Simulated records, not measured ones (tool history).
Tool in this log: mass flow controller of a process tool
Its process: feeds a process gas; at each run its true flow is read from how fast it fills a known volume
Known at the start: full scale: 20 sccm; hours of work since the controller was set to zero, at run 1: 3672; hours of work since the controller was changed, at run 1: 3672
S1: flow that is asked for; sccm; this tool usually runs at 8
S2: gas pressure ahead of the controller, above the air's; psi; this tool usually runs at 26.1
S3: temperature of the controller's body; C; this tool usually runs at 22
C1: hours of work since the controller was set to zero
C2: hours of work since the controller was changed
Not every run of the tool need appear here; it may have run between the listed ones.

run 1 day=0 | S1=8 S2=26.1 S3=22 | C1=3672 C2=3672 | true_flow_(%)=98.95
run 2 day=14.225 | S1=8 S2=26.1 S3=22 | C1=3913 C2=3913 | true_flow_(%)=98.71
run 3 day=25.158 | S1=8 S2=26.1 S3=22 | C1=4099 C2=4099 | true_flow_(%)=98.84
run 4 day=36.642 | S1=8 S2=26.1 S3=33 | C1=4294 C2=4294 | true_flow_(%)=99.8
run 5 day=48.992 | S1=8 S2=26.1 S3=22 | C1=4503 C2=4503 | true_flow_(%)=98.69
run 6 day=56.546 | S1=4 S2=26.1 S3=22 | C1=4631 C2=4631 | true_flow_(%)=97.24
run 7 day=67.854 | S1=4 S2=26.1 S3=22 | C1=4823 C2=4823 | true_flow_(%)=97.25
run 8 day=76.254 | S1=4 S2=26.1 S3=22 | C1=4966 C2=4966 | true_flow_(%)=97.12
run 9 day=82.696 | S1=8 S2=26.1 S3=22 | C1=5075 C2=5075 | true_flow_(%)=98.64
run 10 day=90.962 | S1=8 S2=26.1 S3=22 | C1=5215 C2=5215 | true_flow_(%)=98.66
-- day=93.329 controller's zero set anew
run 11 day=97.596 | S1=8 S2=22 S3=22 | C1=72 C2=5327 | true_flow_(%)=100.04
run 12 day=106.996 | S1=8 S2=28.9 S3=22 | C1=232 C2=5487 | true_flow_(%)=99.98
run 13 day=118.3 | S1=8 S2=28.9 S3=22 | C1=424 C2=5679 | true_flow_(%)=99.93
run 14 day=127.629 | S1=10 S2=26.1 S3=22 | C1=582 C2=5837 | true_flow_(%)=100.05
run 15 day=140.871 | S1=10 S2=26.1 S3=22 | C1=807 C2=6062 | true_flow_(%)=99.96
run 16 day=148.592 | S1=8 S2=26.1 S3=22 | C1=938 C2=6193 | true_flow_(%)=99.93
run 17 day=161.146 | S1=8 S2=26.1 S3=22 | C1=1151 C2=6406 | true_flow_(%)=99.82
run 18 day=174.725 | S1=8 S2=26.1 S3=22 | C1=1381 C2=6636 | true_flow_(%)=99.88
run 19 day=184.429 | S1=8 S2=26.1 S3=22 | C1=1546 C2=6801 | true_flow_(%)=99.74
run 20 day=194.4 | S1=8 S2=27.7 S3=22 | C1=1715 C2=6970 | true_flow_(%)=99.78
run 21 day=201.192 | S1=8 S2=27.7 S3=22 | C1=1830 C2=7085 | true_flow_(%)=99.8
run 22 day=213.983 | S1=8 S2=27.7 S3=22 | C1=2047 C2=7302 | true_flow_(%)=99.76
run 23 day=223.242 | S1=8 S2=27.7 S3=22 | C1=2204 C2=7460 | true_flow_(%)=99.79
run 24 day=231.338 | S1=8 S2=26.1 S3=22 | C1=2342 C2=7597 | true_flow_(%)=99.6
run 25 day=237.346 | S1=8 S2=26.1 S3=22 | C1=2444 C2=7699 | true_flow_(%)=99.75
run 26 day=243.8 | S1=6 S2=37.6 S3=27 | C1=2553 C2=7808 | true_flow_(%)=100
run 27 day=254.379 | S1=3 S2=39.7 S3=22 | C1=2733 C2=7988 | true_flow_(%)=98.17
run 28 day=265.183 | S1=3 S2=22.8 S3=23 | C1=2916 C2=8171 | true_flow_(%)=97.98
run 29 day=271.542 | S1=2 S2=24.5 S3=26 | C1=3024 C2=8279 | true_flow_(%)=96.9
run 30 day=284.138 | S1=2 S2=24.5 S3=26 | C1=3238 C2=8493 | true_flow_(%)=96.58
run 31 day=292.8 | S1=2 S2=24.5 S3=26 | C1=3385 C2=8640 | true_flow_(%)=96.54
run 32 day=299.196 | S1=4 S2=24.1 S3=21 | C1=3493 C2=8748 | true_flow_(%)=98.18
run 33 day=309.812 | S1=4 S2=24.1 S3=21 | C1=3673 C2=8929 | true_flow_(%)=98.15
run 34 day=316.7 | S1=5 S2=25.4 S3=21 | C1=3790 C2=9045 | true_flow_(%)=98.57
run 35 day=326.321 | S1=5 S2=25.4 S3=21 | C1=3954 C2=9209 | true_flow_(%)=98.51
run 36 day=335.367 | S1=5 S2=25.4 S3=21 | C1=4107 C2=9362 | true_flow_(%)=98.43
run 37 day=346.983 | S1=2 S2=25.4 S3=38 | C1=4304 C2=9559 | true_flow_(%)=96.67
run 38 day=358.262 | S1=2 S2=25.4 S3=38 | C1=4496 C2=9751 | true_flow_(%)=96.49
run 39 day=365.308 | S1=4 S2=25.4 S3=38 | C1=4615 C2=9870 | true_flow_(%)=99.35
run 40 day=374.579 | S1=4 S2=25.4 S3=27 | C1=4772 C2=10027 | true_flow_(%)=98.23
run 41 day=382.196 | S1=7 S2=28.7 S3=27 | C1=4902 C2=10157 | true_flow_(%)=99.65
-- day=384.175 controller exchanged for a calibrated one
run 42 day=394.608 | S1=7 S2=28.7 S3=27 | C1=177 C2=177 | true_flow_(%)=99.56
run 43 day=402.667 | S1=16 S2=24.4 S3=38 | C1=314 C2=314 | true_flow_(%)=100.93
run 44 day=411.742 | S1=5 S2=27.3 S3=27 | C1=468 C2=468 | true_flow_(%)=99.22
run 45 day=424.738 | S1=5 S2=27.3 S3=27 | C1=688 C2=688 | true_flow_(%)=99.24
run 46 day=438.933 | S1=2 S2=26.1 S3=27 | C1=929 C2=929 | true_flow_(%)=97.9
run 47 day=451.371 | S1=2 S2=26.1 S3=27 | C1=1140 C2=1140 | true_flow_(%)=97.77
run 48 day=461.817 | S1=3 S2=26.8 S3=27 | C1=1317 C2=1317 | true_flow_(%)=98.3

Pick out some run-to-run changes in true flow (%). Of each, how much would a tool without hidden state show as well, from the settings, what came in and chance, and how much is left for the hidden state and any gauge scatter not in both results compared?
The tool's hidden condition here consists of: flow at rest that the sensor doesn't see, % of full scale; true flow over the shown one, %; drift of the gauge itself on true_pct, %.
Run 26 -> 27: S1 6 -> 3, S2 37.6 -> 39.7, S3 27 -> 22. true flow (%) -1.83: hidden state -1.26, all else -0.57.
Run 31 -> 32: S1 2 -> 4, S2 24.5 -> 24.1, S3 26 -> 21. true flow (%) +1.64: hidden state +2.16, all else -0.52.
Run 36 -> 37: S1 5 -> 2, S3 21 -> 38. true flow (%) -1.76: hidden state -3.37, all else +1.61.
Run 38 -> 39: S1 2 -> 4. true flow (%) +2.86: hidden state +2.81, all else +0.05.
